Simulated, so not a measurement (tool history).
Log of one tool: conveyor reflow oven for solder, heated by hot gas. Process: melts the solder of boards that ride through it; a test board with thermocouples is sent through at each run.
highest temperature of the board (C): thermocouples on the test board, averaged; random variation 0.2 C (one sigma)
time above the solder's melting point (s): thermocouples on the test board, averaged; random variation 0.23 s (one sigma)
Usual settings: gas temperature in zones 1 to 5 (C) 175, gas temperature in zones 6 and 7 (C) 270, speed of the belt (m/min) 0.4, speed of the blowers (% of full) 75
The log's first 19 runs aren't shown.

run     day  gas temperature in zones 1 to 5 (C)  gas temperature in zones 6 and 7 (C)  speed of the belt (m/min)  speed of the blowers (% of full)  hours of work since the flux was cleaned out  hours of work since the belt drive was overhauled  hours of work since the thermocouples were changed  highest temperature of the board (C)  time above the solder's melting point (s)
 20  28.217                                  175                                   272                        0.4                                57                                           380                                                 74                                                1047                                 247.9                                       60.3
     29.325  -- thermocouples of zones 6 and 7 changed
 21  29.362                                  166                                   266                       0.45                                75                                           391                                                 85                                                   0                                 238.8                                       41.4
 22  30.946                                  189                                   276                      0.435                                51                                           408                                                102                                                  17                                 247.7                                       60.1
     32.329  -- flux residue cleaned out of gas plates and filters
 23  33.125                                  188                                   270                      0.344                                62                                             8                                                122                                                  37                                 257.4                                       90.9
 24  34.262                                  188                                   280                      0.345                                63                                            20                                                134                                                  49                                 265.9                                       95.7
 25  36.112                                  188                                   268                      0.345                                62                                            39                                                153                                                  68                                 255.3                                         88
 26  37.738                                  179                                   274                      0.347                                69                                            56                                                170                                                  85                                 260.3                                       87.2
 27  39.275                                  169                                   265                      0.468                                75                                            72                                                186                                                 101                                 242.1                                       44.8
 28  41.138                                  164                                   270                        0.4                                82                                            91                                                205                                                 120                                 252.5                                       63.3
 29  42.496                                  165                                   270                      0.408                                75                                           105                                                219                                                 134                                 250.1                                       59.3
 30  43.988                                  165                                   270                      0.408                                75                                           120                                                234                                                 149                                 249.8                                       59.5
 31  44.804                                  179                                   270                        0.4                                75                                           129                                                243                                                 158                                 253.1                                       69.8

4 ways to go on from here, each from the tool as it stands after run 31. What would each give?
  A  46.738                                  179                                   280                        0.4                                51                                           149                                                263                                                 178                                     ?                                          ?
  B  46.738                                  186                                   273                        0.4                                75                                           149                                                263                                                 178                                     ?                                          ?
  C  46.738                                  187                                   265                        0.4                                75                                           149                                                263                                                 178                                     ?                                          ?
  D  46.738                                  175                                   283                      0.383                                66                                           149                                                263                                                 178                                     ?                                          ?

run  highest temperature of the board (C)  time above the solder's melting point (s)
  A                                 254.8                                         69
  B                                 256.8                                       75.8
  C                                 250.4                                       71.1
  D                                 262.8                                       77.5
Without the tool's hidden state the same runs would have given:
run  highest temperature of the board (C)  time above the solder's melting point (s)
  A                                 255.8                                       69.9
  B                                 257.7                                       76.6
  C                                 251.2                                       72.1
  D                                 263.9                                       78.3
